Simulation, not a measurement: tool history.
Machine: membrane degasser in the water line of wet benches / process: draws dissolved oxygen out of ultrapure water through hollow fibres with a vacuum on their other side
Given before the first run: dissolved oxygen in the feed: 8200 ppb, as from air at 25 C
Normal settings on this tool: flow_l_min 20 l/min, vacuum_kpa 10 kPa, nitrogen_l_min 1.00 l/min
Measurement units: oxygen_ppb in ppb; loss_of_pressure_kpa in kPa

run 1 hour=0.0 | flow_l_min=20 vacuum_kpa=10 nitrogen_l_min=1.00 | oxygen_ppb=357.3 loss_of_pressure_kpa=68.64
run 2 hour=31.8 | flow_l_min=20 vacuum_kpa=10 nitrogen_l_min=1.00 | oxygen_ppb=348.7 loss_of_pressure_kpa=68.80
run 3 hour=91.3 | flow_l_min=20 vacuum_kpa=10 nitrogen_l_min=0.62 | oxygen_ppb=494.6 loss_of_pressure_kpa=69.05
run 4 hour=131.6 | flow_l_min=20 vacuum_kpa=10 nitrogen_l_min=0.62 | oxygen_ppb=497.3 loss_of_pressure_kpa=68.56
run 5 hour=177.9 | flow_l_min=20 vacuum_kpa=10 nitrogen_l_min=1.01 | oxygen_ppb=357.5 loss_of_pressure_kpa=68.81
run 6 hour=247.6 | flow_l_min=20 vacuum_kpa=10 nitrogen_l_min=1.01 | oxygen_ppb=350.4 loss_of_pressure_kpa=69.05

For run 7, what comes out?
run 7 hour=288.5 | flow_l_min=19 vacuum_kpa=10 nitrogen_l_min=1.00 | oxygen_ppb=? loss_of_pressure_kpa=?

Logged for run 7: oxygen_ppb 335.9 ppb, loss_of_pressure_kpa 65.44 kPa.
With the hidden condition absent and the run-to-run variation left alone, this run would have shown oxygen_ppb 323.5 ppb, loss_of_pressure_kpa 65.29 kPa.

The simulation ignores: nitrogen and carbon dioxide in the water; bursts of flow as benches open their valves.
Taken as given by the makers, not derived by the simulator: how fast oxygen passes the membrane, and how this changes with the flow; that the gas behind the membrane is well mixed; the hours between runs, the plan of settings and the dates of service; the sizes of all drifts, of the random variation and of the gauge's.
